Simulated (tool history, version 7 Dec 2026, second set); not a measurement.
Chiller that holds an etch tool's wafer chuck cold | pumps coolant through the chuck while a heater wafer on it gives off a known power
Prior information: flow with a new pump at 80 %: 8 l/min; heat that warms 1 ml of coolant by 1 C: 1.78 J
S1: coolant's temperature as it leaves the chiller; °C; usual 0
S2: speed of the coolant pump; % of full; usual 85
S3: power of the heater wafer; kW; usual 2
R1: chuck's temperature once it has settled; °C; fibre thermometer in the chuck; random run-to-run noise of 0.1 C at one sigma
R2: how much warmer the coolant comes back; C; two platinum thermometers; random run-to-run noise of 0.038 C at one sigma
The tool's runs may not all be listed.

run	hour	S1	S2	S3	R1	R2
1	0	0	85	2	17.8	7.89
2	64.3	0	85	2	17.8	7.93
# hour 151.1: chiller's thermometer calibrated
3	151.3	0	94	2	16	7.05
4	241.7	0	94	2	16.1	7.16
5	295.1	0	94	2	16	7.06
6	373.4	0	94	2	16	7.06
7	455.6	0	85	1.271	11.1	5.03
8	504	0	85	1.271	11.3	5.05
9	592.6	0	85	1.271	11.1	5.04
10	677.7	0	85	1.271	11.1	5.06
11	730.3	0	85	2	17.7	7.92
12	776.3	0	85	2	17.6	7.9
13	871.2	-5	66	1.722	14.4	8.89
14	914	6	70	2	27.1	9.66
15	966.6	4	96	1.421	15.2	4.92
16	1046	1	66	1.421	16.8	7.35
17	1101	-3	92	1.031	5.5	3.78
18	1173.3	-6	85	1.363	6.1	5.39
19	1272.1	8	85	2	25.6	7.86
20	1355	8	85	2	25.6	7.9
21	1451.2	0	85	1.786	15.8	7.03

What will run 22 give?
22	1527.6	0	85	1.786	?	?

R1: 15.8 °C
R2: 7.02 C
Take away the tool's hidden state, keep the run-to-run variation as it was, and the same run would have given R1 15.8 °C, R2 7.02 C.

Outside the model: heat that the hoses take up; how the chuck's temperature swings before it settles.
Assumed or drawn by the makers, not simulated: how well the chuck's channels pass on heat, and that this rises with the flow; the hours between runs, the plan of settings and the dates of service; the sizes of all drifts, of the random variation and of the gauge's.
